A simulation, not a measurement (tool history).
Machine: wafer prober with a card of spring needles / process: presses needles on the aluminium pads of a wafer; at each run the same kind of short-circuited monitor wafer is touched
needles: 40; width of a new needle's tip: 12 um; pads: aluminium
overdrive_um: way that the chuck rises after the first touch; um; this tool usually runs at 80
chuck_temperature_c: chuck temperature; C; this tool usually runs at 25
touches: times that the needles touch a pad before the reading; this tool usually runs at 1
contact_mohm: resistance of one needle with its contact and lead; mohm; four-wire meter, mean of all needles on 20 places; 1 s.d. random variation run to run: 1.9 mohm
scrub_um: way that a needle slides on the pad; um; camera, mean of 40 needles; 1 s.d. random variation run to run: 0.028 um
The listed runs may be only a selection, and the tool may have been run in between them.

| run | hour | overdrive_um | chuck_temperature_c | touches | contact_mohm | scrub_um |
|---|---|---|---|---|---|---|
| 1 | 0 | 80 | 25 | 1 | 193 | 14.47 |
| 2 | 34.5 | 80 | 25 | 1 | 197 | 14.46 |
| 3 | 99.3 | 80 | 25 | 1 | 195 | 14.5 |
| 4 | 141.1 | 80 | 25 | 1 | 196 | 14.5 |
| 5 | 184.6 | 75 | 25 | 1 | 197 | 13.66 |
| 6 | 260.1 | 75 | 25 | 1 | 194 | 13.59 |
| 7 | 347.6 | 75 | 25 | 1 | 199 | 13.67 |
| 8 | 426.8 | 75 | 25 | 1 | 199 | 13.69 |
| 9 | 499.6 | 95 | 25 | 3 | 195 | 17.37 |
| 10 | 541.6 | 80 | 98 | 3 | 213 | 14.63 |
| 11 | 614.6 | 74 | 25 | 1 | 196 | 13.54 |
| 12 | 693.2 | 82 | 102 | 2 | 210 | 15.06 |
| 13 | 743.4 | 82 | 102 | 2 | 216 | 15.04 |
| 14 | 786.4 | 86 | 25 | 2 | 192 | 15.82 |
| 15 | 849.7 | 79 | 110 | 2 | 215 | 14.56 |
| 16 | 924.6 | 96 | 65 | 1 | 206 | 17.68 |

Not shown here: 159 entries made in the log between runs. Locate each between two listed runs and compare the hidden state at the listed run before it with the hidden state at the listed run after it:
Logged between run 1 and run 2: tips cleaned on abrasive film (hour 6.3); tips cleaned on abrasive film (hour 11.3); tips cleaned on abrasive film (hour 17.5); tips cleaned on abrasive film (hour 22.6); tips cleaned on abrasive film (hour 28.8); tips cleaned on abrasive film (hour 33.8)
  debris on the tips, nm: 0.1 -> 0.3; way that the needles fall short of the set height, um: 0 -> 0.01; drift of the gauge itself on scrub_um, %: 0 -> 0.07
  measured value less the no-hidden-state value, scrub_um: +0 -> +0.01 um
Logged between run 2 and run 3: tips cleaned on abrasive film (hour 39.5); tips cleaned on abrasive film (hour 44.5); tips cleaned on abrasive film (hour 50.8); tips cleaned on abrasive film (hour 57.1); tips cleaned on abrasive film (hour 63.3); tips cleaned on abrasive film (hour 69.6); tips cleaned on abrasive film (hour 75.8); tips cleaned on abrasive film (hour 80.8); tips cleaned on abrasive film (hour 85.9); tips cleaned on abrasive film (hour 92.1); tips cleaned on abrasive film (hour 98.4)
  drift of the gauge itself on scrub_um, %: 0.07 -> 0.2
  measured value less the no-hidden-state value, scrub_um: +0.01 -> +0.03 um
Logged between run 3 and run 4: tips cleaned on abrasive film (hour 104.3); tips cleaned on abrasive film (hour 110.6); tips cleaned on abrasive film (hour 116.8); tips cleaned on abrasive film (hour 123.1); tips cleaned on abrasive film (hour 128.1); tips cleaned on abrasive film (hour 134.4); tips cleaned on abrasive film (hour 140.6)
  debris on the tips, nm: 0.3 -> 0.2; drift of the gauge itself on scrub_um, %: 0.2 -> 0.29
  measured value less the no-hidden-state value, scrub_um: +0.03 -> +0.04 um
Logged between run 4 and run 5: tips cleaned on abrasive film (hour 146.1); tips cleaned on abrasive film (hour 152.3); tips cleaned on abrasive film (hour 157.4); tips cleaned on abrasive film (hour 162.4); tips cleaned on abrasive film (hour 167.4); tips cleaned on abrasive film (hour 173.7); tips cleaned on abrasive film (hour 178.7); tips cleaned on abrasive film (hour 184.6)
  debris on the tips, nm: 0.2 -> 0.1; tips' diameter, um: 12.03 -> 12.04; drift of the gauge itself on scrub_um, %: 0.29 -> 0.37
  measured value less the no-hidden-state value, scrub_um: +0.04 -> +0.05 um
Logged between run 5 and run 6: tips cleaned on abrasive film (hour 190.9); tips cleaned on abrasive film (hour 197.1); tips cleaned on abrasive film (hour 202.1); tips cleaned on abrasive film (hour 208.4); tips cleaned on abrasive film (hour 213.4); tips cleaned on abrasive film (hour 219.7); tips cleaned on abrasive film (hour 225.9); tips cleaned on abrasive film (hour 232.2); tips cleaned on abrasive film (hour 237.2); tips cleaned on abrasive film (hour 243.5); tips cleaned on abrasive film (hour 248.5); tips cleaned on abrasive film (hour 254.7); tips cleaned on abrasive film (hour 259.8)
  way that the needles fall short of the set height, um: 0.01 -> 0.02; drift of the gauge itself on scrub_um, %: 0.37 -> 0.53
  measured value less the no-hidden-state value, scrub_um: +0.05 -> +0.07 um
Logged between run 6 and run 7: tips cleaned on abrasive film (hour 265.2); tips cleaned on abrasive film (hour 270.2); tips cleaned on abrasive film (hour 276.4); tips cleaned on abrasive film (hour 281.5); tips cleaned on abrasive film (hour 287.7); card fitted with new needles (hour 299.7); tips cleaned on abrasive film (hour 304.7); tips cleaned on abrasive film (hour 309.8); tips cleaned on abrasive film (hour 316); tips cleaned on abrasive film (hour 321); tips cleaned on abrasive film (hour 326.1); tips cleaned on abrasive film (hour 332.3); tips cleaned on abrasive film (hour 337.3); tips cleaned on abrasive film (hour 343.6)
  debris on the tips, nm: 0.1 -> 0.8; way that the needles fall short of the set height, um: 0.02 -> 0; tips' diameter, um: 12.04 -> 12; drift of the gauge itself on scrub_um, %: 0.53 -> 0.68
  measured value less the no-hidden-state value, scrub_um: +0.07 -> +0.09 um
Logged between run 7 and run 8: tips cleaned on abrasive film (hour 348.9); tips cleaned on abrasive film (hour 355.2); tips cleaned on abrasive film (hour 360.2); tips cleaned on abrasive film (hour 366.5); tips cleaned on abrasive film (hour 372.7); tips cleaned on abrasive film (hour 379); tips cleaned on abrasive film (hour 384); tips cleaned on abrasive film (hour 390.3); tips cleaned on abrasive film (hour 396.5); tips cleaned on abrasive film (hour 402.8); tips cleaned on abrasive film (hour 407.8); tips cleaned on abrasive film (hour 414); tips cleaned on abrasive film (hour 420.3); tips cleaned on abrasive film (hour 425.3)
  debris on the tips, nm: 0.8 -> 0.4; way that the needles fall short of the set height, um: 0 -> 0.01; drift of the gauge itself on scrub_um, %: 0.68 -> 0.84
  measured value less the no-hidden-state value, scrub_um: +0.09 -> +0.12 um
Logged between run 8 and run 9: tips cleaned on abrasive film (hour 430.5); tips cleaned on abrasive film (hour 436.8); tips cleaned on abrasive film (hour 443.1); tips cleaned on abrasive film (hour 449.3); tips cleaned on abrasive film (hour 454.3); tips cleaned on abrasive film (hour 460.6); tips cleaned on abrasive film (hour 466.8); tips cleaned on abrasive film (hour 471.9); tips cleaned on abrasive film (hour 478.1); tips cleaned on abrasive film (hour 484.4); tips cleaned on abrasive film (hour 490.6); tips cleaned on abrasive film (hour 496.9)
  debris on the tips, nm: 0.4 -> 0.6; drift of the gauge itself on scrub_um, %: 0.84 -> 0.99
  measured value less the no-hidden-state value, scrub_um: +0.12 -> +0.17 um
Logged between run 9 and run 10: tips cleaned on abrasive film (hour 502.1); tips cleaned on abrasive film (hour 508.4); tips cleaned on abrasive film (hour 514.6); tips cleaned on abrasive film (hour 519.6); tips cleaned on abrasive film (hour 525.9); tips cleaned on abrasive film (hour 532.2); tips cleaned on abrasive film (hour 538.4)
  debris on the tips, nm: 0.6 -> 0.7; drift of the gauge itself on scrub_um, %: 0.99 -> 1.07
  measured value less the no-hidden-state value, scrub_um: +0.17 -> +0.16 um
Logged between run 10 and run 11: tips cleaned on abrasive film (hour 544.1); tips cleaned on abrasive film (hour 550.4); tips cleaned on abrasive film (hour 555.4); tips cleaned on abrasive film (hour 560.4); tips cleaned on abrasive film (hour 565.4); tips cleaned on abrasive film (hour 571.7); tips cleaned on abrasive film (hour 576.7); tips cleaned on abrasive film (hour 583); tips cleaned on abrasive film (hour 589.2); tips cleaned on abrasive film (hour 595.5); tips cleaned on abrasive film (hour 601.7); tips cleaned on abrasive film (hour 608); tips cleaned on abrasive film (hour 614.2)
  debris on the tips, nm: 0.7 -> 0.1; way that the needles fall short of the set height, um: 0.01 -> 0.02; tips' diameter, um: 12 -> 12.01; drift of the gauge itself on scrub_um, %: 1.07 -> 1.22
  measured value less the no-hidden-state value, scrub_um: +0.16 -> +0.16 um
Logged between run 11 and run 12: tips cleaned on abrasive film (hour 619.6); tips cleaned on abrasive film (hour 624.6); tips cleaned on abrasive film (hour 630.9); tips cleaned on abrasive film (hour 637.1); tips cleaned on abrasive film (hour 643.4); tips cleaned on abrasive film (hour 649.7); tips cleaned on abrasive film (hour 654.7); tips cleaned on abrasive film (hour 660.9); tips cleaned on abrasive film (hour 667.2); tips cleaned on abrasive film (hour 672.2); tips cleaned on abrasive film (hour 678.5); tips cleaned on abrasive film (hour 683.5); tips cleaned on abrasive film (hour 689.7)
  debris on the tips, nm: 0.1 -> 0.7; drift of the gauge itself on scrub_um, %: 1.22 -> 1.38
  measured value less the no-hidden-state value, scrub_um: +0.16 -> +0.2 um
Logged between run 12 and run 13: tips cleaned on abrasive film (hour 695.7); tips cleaned on abrasive film (hour 702); height of the first contact set anew (hour 702.3); tips cleaned on abrasive film (hour 708.5); tips cleaned on abrasive film (hour 713.5); tips cleaned on abrasive film (hour 719.8); tips cleaned on abrasive film (hour 724.8); tips cleaned on abrasive film (hour 731.1); tips cleaned on abrasive film (hour 737.3); tips cleaned on abrasive film (hour 743.4)
  debris on the tips, nm: 0.7 -> 0; way that the needles fall short of the set height, um: 0.02 -> 0; drift of the gauge itself on scrub_um, %: 1.38 -> 1.48
  measured value less the no-hidden-state value, scrub_um: +0.2 -> +0.22 um
Logged between run 13 and run 14: tips cleaned on abrasive film (hour 749.6); tips cleaned on abrasive film (hour 754.6); tips cleaned on abrasive film (hour 759.7); tips cleaned on abrasive film (hour 765.9); tips cleaned on abrasive film (hour 772.2); tips cleaned on abrasive film (hour 778.4); tips cleaned on abrasive film (hour 784.7)
  debris on the tips, nm: 0 -> 0.4; drift of the gauge itself on scrub_um, %: 1.48 -> 1.57
  measured value less the no-hidden-state value, scrub_um: +0.22 -> +0.25 um
Logged between run 14 and run 15: tips cleaned on abrasive film (hour 790.2); tips cleaned on abrasive film (hour 795.2); tips cleaned on abrasive film (hour 800.3); tips cleaned on abrasive film (hour 806.5); tips cleaned on abrasive film (hour 812.8); tips cleaned on abrasive film (hour 819); tips cleaned on abrasive film (hour 825.3); tips cleaned on abrasive film (hour 830.3); tips cleaned on abrasive film (hour 836.6); tips cleaned on abrasive film (hour 841.6); tips cleaned on abrasive film (hour 847.8)
  debris on the tips, nm: 0.4 -> 0.5; way that the needles fall short of the set height, um: 0 -> 0.01; drift of the gauge itself on scrub_um, %: 1.57 -> 1.7
  measured value less the no-hidden-state value, scrub_um: +0.25 -> +0.24 um
Logged between run 15 and run 16: tips cleaned on abrasive film (hour 853.5); tips cleaned on abrasive film (hour 858.5); tips cleaned on abrasive film (hour 863.5); tips cleaned on abrasive film (hour 869.8); tips cleaned on abrasive film (hour 874.8); tips cleaned on abrasive film (hour 881.1); tips cleaned on abrasive film (hour 887.3); tips cleaned on abrasive film (hour 892.3); tips cleaned on abrasive film (hour 898.6); tips cleaned on abrasive film (hour 903.6); tips cleaned on abrasive film (hour 909.9); tips cleaned on abrasive film (hour 914.9); tips cleaned on abrasive film (hour 921.1)
  debris on the tips, nm: 0.5 -> 0.7; drift of the gauge itself on scrub_um, %: 1.7 -> 1.85
  measured value less the no-hidden-state value, scrub_um: +0.24 -> +0.32 um
